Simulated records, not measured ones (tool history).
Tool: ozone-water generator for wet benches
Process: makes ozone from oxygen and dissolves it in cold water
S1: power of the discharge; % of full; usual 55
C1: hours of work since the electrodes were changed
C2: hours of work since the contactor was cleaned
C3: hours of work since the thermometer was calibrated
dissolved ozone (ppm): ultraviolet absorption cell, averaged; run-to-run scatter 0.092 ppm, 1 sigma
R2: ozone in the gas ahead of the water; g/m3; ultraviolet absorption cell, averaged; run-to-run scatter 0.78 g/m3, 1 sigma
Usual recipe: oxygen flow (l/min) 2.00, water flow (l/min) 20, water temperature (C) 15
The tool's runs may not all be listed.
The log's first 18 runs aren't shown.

-- hour=2476.5 contactor cleaned
run 19 hour=2632.2 | S1=90 oxygen_flow_(l/min)=1.10 water_flow_(l/min)=29 water_temperature_(C)=16 | C1=417 C2=119 C3=1719 | dissolved_ozone_(ppm)=6.23 R2=236.4
run 20 hour=2769.4 | S1=55 oxygen_flow_(l/min)=3.13 water_flow_(l/min)=20 water_temperature_(C)=15 | C1=522 C2=224 C3=1824 | dissolved_ozone_(ppm)=9.04 R2=97.7
run 21 hour=2959.9 | S1=80 oxygen_flow_(l/min)=1.73 water_flow_(l/min)=20 water_temperature_(C)=15 | C1=668 C2=369 C3=1969 | dissolved_ozone_(ppm)=10.22 R2=171.9
run 22 hour=3119.2 | S1=51 oxygen_flow_(l/min)=2.00 water_flow_(l/min)=20 water_temperature_(C)=22 | C1=789 C2=491 C3=2091 | dissolved_ozone_(ppm)=6.95 R2=113.7
run 23 hour=3284.5 | S1=55 oxygen_flow_(l/min)=2.00 water_flow_(l/min)=20 water_temperature_(C)=22 | C1=916 C2=618 C3=2218 | dissolved_ozone_(ppm)=7.25 R2=121.5
run 24 hour=3437.1 | S1=55 oxygen_flow_(l/min)=1.02 water_flow_(l/min)=20 water_temperature_(C)=22 | C1=1032 C2=734 C3=2334 | dissolved_ozone_(ppm)=5.71 R2=163.5
run 25 hour=3606.9 | S1=55 oxygen_flow_(l/min)=1.06 water_flow_(l/min)=20 water_temperature_(C)=15 | C1=1162 C2=864 C3=2464 | dissolved_ozone_(ppm)=6.17 R2=162.8
run 26 hour=3754.8 | S1=55 oxygen_flow_(l/min)=2.00 water_flow_(l/min)=20 water_temperature_(C)=11 | C1=1275 C2=977 C3=2577 | dissolved_ozone_(ppm)=7.90 R2=119.4
run 27 hour=3850.8 | S1=55 oxygen_flow_(l/min)=2.10 water_flow_(l/min)=19 water_temperature_(C)=15 | C1=1349 C2=1051 C3=2651 | dissolved_ozone_(ppm)=8.20 R2=117.8
run 28 hour=4046.5 | S1=55 oxygen_flow_(l/min)=2.10 water_flow_(l/min)=19 water_temperature_(C)=15 | C1=1498 C2=1200 C3=2800 | dissolved_ozone_(ppm)=8.18 R2=117.8
run 29 hour=4211.9 | S1=45 oxygen_flow_(l/min)=2.10 water_flow_(l/min)=26 water_temperature_(C)=15 | C1=1625 C2=1327 C3=2927 | dissolved_ozone_(ppm)=5.42 R2=100.0
run 30 hour=4307.2 | S1=45 oxygen_flow_(l/min)=2.10 water_flow_(l/min)=26 water_temperature_(C)=15 | C1=1698 C2=1400 C3=2999 | dissolved_ozone_(ppm)=5.24 R2=101.3
run 31 hour=4464.2 | S1=90 oxygen_flow_(l/min)=2.00 water_flow_(l/min)=27 water_temperature_(C)=15 | C1=1818 C2=1520 C3=3120 | dissolved_ozone_(ppm)=8.55 R2=178.7
run 32 hour=4630.9 | S1=90 oxygen_flow_(l/min)=2.00 water_flow_(l/min)=27 water_temperature_(C)=15 | C1=1945 C2=1647 C3=3247 | dissolved_ozone_(ppm)=8.40 R2=179.4
run 33 hour=4776.2 | S1=53 oxygen_flow_(l/min)=2.00 water_flow_(l/min)=20 water_temperature_(C)=14 | C1=2056 C2=1758 C3=3358 | dissolved_ozone_(ppm)=7.76 R2=116.7

Consider 4 possible next runs. They are alternatives, not a sequence: every one starts from the tool as it was left by run 33. What does each give?
run A hour=4886.2 | S1=46 oxygen_flow_(l/min)=2.00 water_flow_(l/min)=23 water_temperature_(C)=14 | C1=2140 C2=1842 C3=3442 | dissolved_ozone_(ppm)=? R2=?
run B hour=4886.2 | S1=66 oxygen_flow_(l/min)=2.00 water_flow_(l/min)=22 water_temperature_(C)=7 | C1=2140 C2=1842 C3=3442 | dissolved_ozone_(ppm)=? R2=?
run C hour=4886.2 | S1=89 oxygen_flow_(l/min)=2.00 water_flow_(l/min)=19 water_temperature_(C)=9 | C1=2140 C2=1842 C3=3442 | dissolved_ozone_(ppm)=? R2=?
run D hour=4886.2 | S1=55 oxygen_flow_(l/min)=2.00 water_flow_(l/min)=20 water_temperature_(C)=19 | C1=2140 C2=1842 C3=3442 | dissolved_ozone_(ppm)=? R2=?

run=A dissolved_ozone_(ppm)=5.88 R2=104.5
run=B dissolved_ozone_(ppm)=8.77 R2=139.8
run=C dissolved_ozone_(ppm)=12.49 R2=176.4
run=D dissolved_ozone_(ppm)=7.57 R2=120.7
Without the tool's hidden state the same runs would have given:
run=A dissolved_ozone_(ppm)=5.89 R2=104.6
run=B dissolved_ozone_(ppm)=8.78 R2=139.9
run=C dissolved_ozone_(ppm)=12.52 R2=176.7
run=D dissolved_ozone_(ppm)=7.58 R2=120.8

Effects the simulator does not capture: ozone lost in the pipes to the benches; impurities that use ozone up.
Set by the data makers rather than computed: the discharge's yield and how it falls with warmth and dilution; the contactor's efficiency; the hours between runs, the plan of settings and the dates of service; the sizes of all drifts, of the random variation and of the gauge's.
